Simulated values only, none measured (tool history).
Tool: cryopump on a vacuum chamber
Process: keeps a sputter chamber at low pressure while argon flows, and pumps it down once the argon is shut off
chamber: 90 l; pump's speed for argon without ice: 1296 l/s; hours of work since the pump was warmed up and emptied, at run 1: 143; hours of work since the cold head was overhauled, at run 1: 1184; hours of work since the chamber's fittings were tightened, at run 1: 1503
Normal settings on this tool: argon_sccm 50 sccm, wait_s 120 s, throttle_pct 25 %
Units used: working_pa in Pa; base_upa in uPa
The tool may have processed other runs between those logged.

| run | hour | argon_sccm | wait_s | throttle_pct | hours of work since the pump was warmed up and emptied | hours of work since the cold head was overhauled | hours of work since the chamber's fittings were tightened | working_pa | base_upa |
|---|---|---|---|---|---|---|---|---|---|
| 1 | 0 | 50 | 120 | 25 | 143 | 1184 | 1503 | 0.2691 | 2.23 |
| 2 | 60.7 | 50 | 120 | 25 | 194 | 1235 | 1554 | 0.2738 | 2.45 |
| 3 | 114.6 | 50 | 120 | 25 | 239 | 1280 | 1599 | 0.2778 | 2.47 |
| 4 | 163.8 | 50 | 120 | 18 | 280 | 1321 | 1640 | 0.3805 | 2.7 |
|  | 200.1 | pump warmed up, emptied and cooled again |
| 5 | 229.8 | 50 | 120 | 18 | 25 | 1372 | 1691 | 0.3641 | 2.23 |
| 6 | 263.8 | 91 | 120 | 25 | 53 | 1400 | 1720 | 0.4822 | 2.23 |
| 7 | 311 | 91 | 120 | 25 | 93 | 1440 | 1759 | 0.4858 | 2.41 |
| 8 | 364 | 50 | 120 | 25 | 137 | 1484 | 1804 | 0.2683 | 2.47 |
| 9 | 403.3 | 50 | 192 | 25 | 170 | 1517 | 1836 | 0.2698 | 2.49 |
| 10 | 460.6 | 50 | 120 | 46 | 218 | 1565 | 1884 | 0.1545 | 2.72 |
| 11 | 526.4 | 23 | 120 | 46 | 273 | 1620 | 1939 | 0.0731 | 2.97 |
|  | 568.6 | pump warmed up, emptied and cooled again |
| 12 | 569.4 | 23 | 120 | 46 | 1 | 1652 | 1971 | 0.0657 | 2.44 |
| 13 | 630.5 | 23 | 120 | 46 | 52 | 1703 | 2022 | 0.0676 | 2.55 |
| 14 | 693 | 23 | 120 | 46 | 104 | 1755 | 2075 | 0.0688 | 2.8 |
|  | 716.2 | leaking fittings of the chamber tightened, without venting |
| 15 | 747.6 | 50 | 266 | 25 | 148 | 1799 | 26 | 0.2703 | 0.49 |
| 16 | 816.4 | 50 | 36 | 25 | 206 | 1857 | 84 | 0.2755 | 1.7 |
| 17 | 883.1 | 50 | 36 | 25 | 261 | 1913 | 140 | 0.2775 | 1.66 |
|  | 938 | pump warmed up, emptied and cooled again |
| 18 | 938.6 | 50 | 36 | 25 | 1 | 1955 | 182 | 0.2642 | 1.68 |
| 19 | 974.9 | 36 | 33 | 19 | 31 | 1985 | 212 | 0.2488 | 1.89 |
| 20 | 1034 | 61 | 33 | 29 | 80 | 2035 | 262 | 0.2791 | 1.85 |
| 21 | 1097.6 | 34 | 120 | 17 | 133 | 2088 | 315 | 0.2652 | 0.96 |
| 22 | 1156.3 | 34 | 254 | 17 | 183 | 2137 | 364 | 0.2689 | 0.88 |
| 23 | 1206.9 | 28 | 22 | 37 | 225 | 2179 | 406 | 0.106 | 2.76 |
| 24 | 1254.3 | 28 | 22 | 37 | 265 | 2219 | 446 | 0.1078 | 2.76 |
| 25 | 1285.8 | 81 | 40 | 25 | 291 | 2245 | 472 | 0.451 | 2.01 |
|  | 1308.7 | pump warmed up, emptied and cooled again |
| 26 | 1348.1 | 81 | 40 | 25 | 33 | 2293 | 520 | 0.4298 | 1.83 |
| 27 | 1385 | 34 | 31 | 25 | 64 | 2324 | 551 | 0.1819 | 2.24 |
| 28 | 1421.1 | 50 | 122 | 16 | 94 | 2354 | 581 | 0.4117 | 1.2 |
| 29 | 1474 | 30 | 35 | 56 | 138 | 2398 | 626 | 0.0742 | 2.22 |
| 30 | 1535.3 | 24 | 79 | 50 | 190 | 2450 | 677 | 0.0673 | 1.58 |
| 31 | 1576.1 | 24 | 79 | 50 | 224 | 2484 | 711 | 0.0694 | 1.66 |
| 32 | 1613.6 | 53 | 79 | 17 | 255 | 2515 | 742 | 0.4224 | 1.7 |
|  | 1676.2 | pump warmed up, emptied and cooled again |
| 33 | 1679 | 22 | 67 | 57 | 2 | 2566 | 793 | 0.0519 | 1.61 |
| 34 | 1712.1 | 22 | 67 | 57 | 30 | 2593 | 821 | 0.0506 | 1.69 |
| 35 | 1759.4 | 70 | 120 | 31 | 70 | 2633 | 860 | 0.2988 | 1.45 |

What would each run have given without the hidden state, its run-to-run variation left as it was?
Hidden state at play: pump's speed, % of a pump's without ice; cold plate's temperature, K; leak into the chamber, uPa l/s; drift of the gauge itself on working_pa, %; drift of the gauge itself on base_upa, %.
| run | working_pa | base_upa |
|---|---|---|
| 1 | 0.259 | 0.58 |
| 2 | 0.2608 | 0.65 |
| 3 | 0.2621 | 0.59 |
| 4 | 0.3621 | 0.64 |
| 5 | 0.3619 | 0.61 |
| 6 | 0.4758 | 0.59 |
| 7 | 0.4757 | 0.62 |
| 8 | 0.2606 | 0.6 |
| 9 | 0.2601 | 0.49 |
| 10 | 0.1415 | 0.57 |
| 11 | 0.0653 | 0.62 |
| 12 | 0.065 | 0.6 |
| 13 | 0.0657 | 0.57 |
| 14 | 0.0657 | 0.6 |
| 15 | 0.2612 | 0.4 |
| 16 | 0.2629 | 1.53 |
| 17 | 0.2611 | 1.42 |
| 18 | 0.2632 | 1.47 |
| 19 | 0.247 | 1.64 |
| 20 | 0.2733 | 1.55 |
| 21 | 0.2602 | 0.59 |
| 22 | 0.2619 | 0.42 |
| 23 | 0.0988 | 2.23 |
| 24 | 0.099 | 2.18 |
| 25 | 0.423 | 1.37 |
| 26 | 0.4249 | 1.31 |
| 27 | 0.1789 | 1.66 |
| 28 | 0.4057 | 0.59 |
| 29 | 0.0693 | 1.53 |
| 30 | 0.062 | 0.82 |
| 31 | 0.063 | 0.81 |
| 32 | 0.406 | 0.79 |
| 33 | 0.0511 | 0.86 |
| 34 | 0.0492 | 0.88 |
| 35 | 0.2918 | 0.58 |
